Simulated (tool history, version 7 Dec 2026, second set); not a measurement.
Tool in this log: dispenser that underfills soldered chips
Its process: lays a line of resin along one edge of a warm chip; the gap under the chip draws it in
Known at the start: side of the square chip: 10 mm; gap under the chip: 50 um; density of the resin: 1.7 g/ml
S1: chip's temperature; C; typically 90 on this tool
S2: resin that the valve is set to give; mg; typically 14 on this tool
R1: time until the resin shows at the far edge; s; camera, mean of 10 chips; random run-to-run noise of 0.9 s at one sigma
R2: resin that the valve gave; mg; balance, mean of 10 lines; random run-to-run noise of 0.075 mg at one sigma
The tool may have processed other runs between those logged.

run  hour   S1    S2     R1     R2
  1     0   90    14  115.1  13.26
  2   4.1   90  16.4  143.1  15.63
      6.3  -- new syringe of resin
  3   7.6   90  16.4   91.7  15.64
  4  10.6   90  16.4    111  15.43
  5  12.8   90  16.4  127.4  15.51
  6  15.1   90  16.4  147.1  15.57
     16.9  -- new syringe of resin
  7  19.9   90  16.4  100.5  15.35
  8  23.2   90  13.8  128.5  12.81
     27.7  -- new syringe of resin
  9    28   90    16   91.1  14.82
 10  31.2   90    16  105.9  14.87
 11  36.2   90    16  146.6  14.85
     38.4  -- new syringe of resin
 12  39.9   90    16   95.6  14.87
     41.3  -- dispensing valve cleaned and set on the balance
 13  44.6  103    16   71.7  15.91
 14  48.9   81    15    231  14.98
     50.2  -- new syringe of resin
 15  51.6   81    15  141.5  14.87
 16    56   81    15  183.5  14.91
 17  59.9   93  17.1  138.9  17.05
       61  -- new syringe of resin
 18  64.6   80  15.5  167.9  15.38
 19  67.3   98  13.1   92.5  12.89
 20  71.2  101  17.9  104.8  17.69
       72  -- new syringe of resin
 21    74   90  13.6   99.1  13.34
 22  78.3   78    12  221.8  11.86

Estimate the outcome of run 23 from the log above:
 23  81.9  79  15.9   ?   ?

R1: 257.5 s
R2: 15.51 mg
On a tool with no hidden condition, and with the same random variation, this run would have come out at R1 136 s, R2 15.86 mg.
